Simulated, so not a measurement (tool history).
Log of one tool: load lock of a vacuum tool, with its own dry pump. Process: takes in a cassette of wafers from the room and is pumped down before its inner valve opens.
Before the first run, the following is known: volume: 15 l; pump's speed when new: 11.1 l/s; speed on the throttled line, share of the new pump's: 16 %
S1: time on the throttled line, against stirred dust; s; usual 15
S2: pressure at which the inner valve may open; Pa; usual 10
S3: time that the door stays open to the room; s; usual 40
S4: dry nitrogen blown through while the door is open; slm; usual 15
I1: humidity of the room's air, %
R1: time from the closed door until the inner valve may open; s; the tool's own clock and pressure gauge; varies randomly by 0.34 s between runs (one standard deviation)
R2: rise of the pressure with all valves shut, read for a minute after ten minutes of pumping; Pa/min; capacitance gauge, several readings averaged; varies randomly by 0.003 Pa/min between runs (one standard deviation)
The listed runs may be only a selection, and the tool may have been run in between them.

run     hour  S1  S2   S3  S4    I1    R1     R2
  1      0.0  15  10   40  15  42.9  25.1  0.053
  2    261.5  15  10   40  15  43.6  25.1  0.056
  3    701.2  15  10   40  15  43.7  25.4  0.064
  4    918.2  15  10   40  15  42.8  26.1  0.076
  5   1202.3  15  10   40  15  49.2  25.9  0.074
  6   1577.1  15  10   40  15  43.2  26.2  0.086
  7   1976.0  15  10   40  15  46.0  26.3  0.094
  8   2402.9  15  20   40  15  44.3  25.2  0.104
  9   2744.8  15  19   40  15  43.1  25.4  0.105
 10   2944.8  15  19   40  15  40.4  25.2  0.111
 11   3143.7  15  19   40  15  47.8  25.0  0.119
 12   3337.6  15  10   40  29  44.5  26.5  0.108
 13   3632.3  15  10   40  15  48.3  26.5  0.128
 14   3914.7  15  10   40  15  45.0  26.3  0.132
 15   4241.5  15  10   40  10  45.0  26.4  0.149
 16   4603.3  15  10   40  15  44.6  26.7  0.153
 17   4969.0  15  10   40  15  50.2  26.5  0.162
      5145.9  -- door's seal changed, seat wiped
 18   5405.3  15  10   42  15  46.1  27.2  0.037
 19   5708.5  15  10   42  15  48.5  27.0  0.035
 20   6054.8  15   9  151  15  42.4  26.8  0.064
 21   6421.7  15   9  151  44  45.0  26.7  0.040
 22   6862.4  22   8  124  15  43.6  32.8  0.067
 23   7128.5  15  16   66  15  43.2  25.9  0.053
 24   7335.9  15   7   30  11  42.6  27.4  0.052
 25   7648.1  17  10   30  40  47.4  28.9  0.037
 26   7996.0  15  14   40   4  42.4  25.5  0.083
 27   8232.8  21  14   40  13  42.6  30.8  0.060
 28   8561.3  20   8   40  15  45.6  31.8  0.067
 29   8989.5  19   8  155  15  44.5  31.5  0.102
 30   9184.3  18   8   49  33  46.9  30.0  0.069
 31   9374.1  15  14   40   4  48.9  27.2  0.106
 32   9811.4  15  14   40   4  44.6  26.7  0.116
 33  10094.8  15  14   40   4  47.3  26.8  0.123
 34  10345.8  15  14   40   4  45.8  26.6  0.123
 35  10604.2  15  15   40  19  42.3  27.0  0.103
 36  10922.0  15  10   49  15  44.2  27.7  0.119

How would selected steps in R1 from run to run divide? Give the signed amount a tool lacking its hidden state would still show from settings, what came in and random variation, and the signed amount left for the hidden state, including any gauge scatter that is not in both of the compared results.
Hidden state at play: pump's speed, % of a new pump's; leak at the door's seal, Pa l/s; drift of the gauge itself on ready_s, %; drift of the gauge itself on rise_pa_min, %.
Run 18 -> 19: no setting touched and nothing written in the log between the runs. R1 -0.2 s: hidden state +0.2, all else -0.4.
Run 21 -> 22: S1 15 -> 22, S2 9 -> 8, S3 151 -> 124, S4 44 -> 15. R1 +6.1 s: hidden state -0.1, all else +6.2.
Run 22 -> 23: S1 22 -> 15, S2 8 -> 16, S3 124 -> 66. R1 -6.9 s: hidden state +0.1, all else -7.0.
Run 23 -> 24: S2 16 -> 7, S3 66 -> 30, S4 15 -> 11. R1 +1.5 s: hidden state +0.3, all else +1.2.
Run 26 -> 27: S1 15 -> 21, S4 4 -> 13. R1 +5.3 s: hidden state +0.0, all else +5.3.
Run 27 -> 28: S1 21 -> 20, S2 14 -> 8, S4 13 -> 15. R1 +1.0 s: hidden state +0.2, all else +0.8.
